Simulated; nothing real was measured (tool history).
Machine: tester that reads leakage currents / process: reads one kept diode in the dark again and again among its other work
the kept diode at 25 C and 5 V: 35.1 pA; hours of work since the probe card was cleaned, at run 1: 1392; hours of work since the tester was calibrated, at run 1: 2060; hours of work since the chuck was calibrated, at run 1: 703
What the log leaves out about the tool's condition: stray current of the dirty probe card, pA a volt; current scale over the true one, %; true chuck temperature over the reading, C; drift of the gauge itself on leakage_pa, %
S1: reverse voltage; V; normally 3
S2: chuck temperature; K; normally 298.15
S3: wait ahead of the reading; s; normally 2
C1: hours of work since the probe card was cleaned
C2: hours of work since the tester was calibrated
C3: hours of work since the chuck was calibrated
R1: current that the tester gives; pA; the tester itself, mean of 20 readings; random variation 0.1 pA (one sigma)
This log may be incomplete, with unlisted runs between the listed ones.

run 1 day=0 | S1=3 S2=298.15 S3=2 | C1=1392 C2=2060 C3=703 | R1=35
run 2 day=1.604 | S1=3 S2=298.15 S3=2 | C1=1415 C2=2083 C3=726 | R1=35.27
run 3 day=4.008 | S1=2.78 S2=298.15 S3=2 | C1=1450 C2=2118 C3=761 | R1=34.14
run 4 day=6.158 | S1=2.64 S2=298.15 S3=2 | C1=1480 C2=2149 C3=791 | R1=33.8
run 5 day=8.85 | S1=2.64 S2=298.15 S3=2 | C1=1519 C2=2187 C3=830 | R1=33.81
run 6 day=10.138 | S1=2.64 S2=298.15 S3=2 | C1=1537 C2=2206 C3=848 | R1=33.94
run 7 day=13.158 | S1=2.64 S2=298.15 S3=2 | C1=1581 C2=2249 C3=892 | R1=34.29
run 8 day=15.579 | S1=3 S2=298.15 S3=2 | C1=1615 C2=2283 C3=926 | R1=36.39
run 9 day=18.662 | S1=19.74 S2=298.15 S3=2 | C1=1659 C2=2328 C3=970 | R1=90.94
run 10 day=20.729 | S1=3 S2=325.15 S3=2 | C1=1689 C2=2357 C3=1000 | R1=330.71
-- day=21.879 tester calibrated
run 11 day=23.371 | S1=3 S2=313.15 S3=2 | C1=1726 C2=21 C3=1037 | R1=129.9
run 12 day=25.938 | S1=2.74 S2=313.15 S3=2 | C1=1762 C2=58 C3=1073 | R1=126.67
-- day=26.433 tester calibrated, once more
run 13 day=27.483 | S1=2.74 S2=313.15 S3=2 | C1=1783 C2=15 C3=1094 | R1=122.67
run 14 day=30.008 | S1=2.74 S2=313.15 S3=2 | C1=1819 C2=51 C3=1130 | R1=122.64
run 15 day=33.088 | S1=2.74 S2=313.15 S3=2 | C1=1863 C2=95 C3=1174 | R1=123.93
run 16 day=34.404 | S1=2.74 S2=313.15 S3=2 | C1=1882 C2=114 C3=1193 | R1=125.22
run 17 day=35.95 | S1=2.74 S2=313.15 S3=2 | C1=1904 C2=136 C3=1215 | R1=124.9
run 18 day=38.121 | S1=2.74 S2=313.15 S3=2 | C1=1936 C2=167 C3=1246 | R1=124.86
run 19 day=40.742 | S1=13.54 S2=313.15 S3=1.82 | C1=1973 C2=205 C3=1284 | R1=243.82
run 20 day=43.1 | S1=1.08 S2=313.15 S3=1.82 | C1=2007 C2=239 C3=1318 | R1=86.79
run 21 day=45.312 | S1=1.08 S2=313.15 S3=1.82 | C1=2038 C2=270 C3=1349 | R1=86.97
run 22 day=46.8 | S1=1.08 S2=313.15 S3=1.82 | C1=2060 C2=292 C3=1371 | R1=87.08
run 23 day=49.738 | S1=1.08 S2=304.15 S3=1.82 | C1=2102 C2=334 C3=1413 | R1=41.52
run 24 day=52.833 | S1=1.08 S2=304.15 S3=1.82 | C1=2146 C2=378 C3=1457 | R1=41.67
run 25 day=54.917 | S1=1.08 S2=304.15 S3=1.82 | C1=2176 C2=408 C3=1487 | R1=41.68
run 26 day=57.154 | S1=7.02 S2=322.15 S3=9.45 | C1=2208 C2=440 C3=1519 | R1=386.11
run 27 day=59.458 | S1=7.02 S2=322.15 S3=9.45 | C1=2241 C2=473 C3=1552 | R1=386.98
run 28 day=62.021 | S1=3.28 S2=322.15 S3=1.41 | C1=2278 C2=509 C3=1589 | R1=285.64
run 29 day=64.954 | S1=3 S2=323.15 S3=2 | C1=2320 C2=551 C3=1631 | R1=300.25
run 30 day=66.975 | S1=3 S2=323.15 S3=2 | C1=2349 C2=580 C3=1659 | R1=299.49
run 31 day=68.529 | S1=4.37 S2=299.15 S3=1.45 | C1=2371 C2=603 C3=1682 | R1=52.24
run 32 day=71.329 | S1=4.37 S2=299.15 S3=1.45 | C1=2411 C2=643 C3=1722 | R1=52.4
run 33 day=73.175 | S1=3.44 S2=299.15 S3=1.45 | C1=2437 C2=669 C3=1748 | R1=47.42
run 34 day=76.088 | S1=4.98 S2=306.15 S3=1.45 | C1=2479 C2=711 C3=1790 | R1=98.24
run 35 day=79.158 | S1=4.98 S2=306.15 S3=1.45 | C1=2523 C2=755 C3=1834 | R1=99.52
-- day=80.217 chuck's temperature calibrated
run 36 day=81.717 | S1=1.04 S2=330.15 S3=2 | C1=2558 C2=790 C3=22 | R1=280.86

What if the next run were any one of these 5? Each begins from the tool's condition after run 36:
run A day=84.538 | S1=11.06 S2=298.15 S3=2 | C1=2599 C2=830 C3=62 | R1=?
run B day=84.538 | S1=1.6 S2=325.15 S3=1.29 | C1=2599 C2=830 C3=62 | R1=?
run C day=84.538 | S1=13.18 S2=294.15 S3=7.09 | C1=2599 C2=830 C3=62 | R1=?
run D day=84.538 | S1=1.04 S2=330.15 S3=1.92 | C1=2599 C2=830 C3=62 | R1=?
run E day=84.538 | S1=1.22 S2=330.15 S3=0.64 | C1=2599 C2=830 C3=62 | R1=?

run=A R1=65.16
run=B R1=225.81
run=C R1=54.32
run=D R1=283.3
run=E R1=299.38
Stripped of hidden state, with their random variation kept, the same runs would have yielded:
run=A R1=49.72
run=B R1=222.95
run=C R1=35.97
run=D R1=280.96
run=E R1=296.75
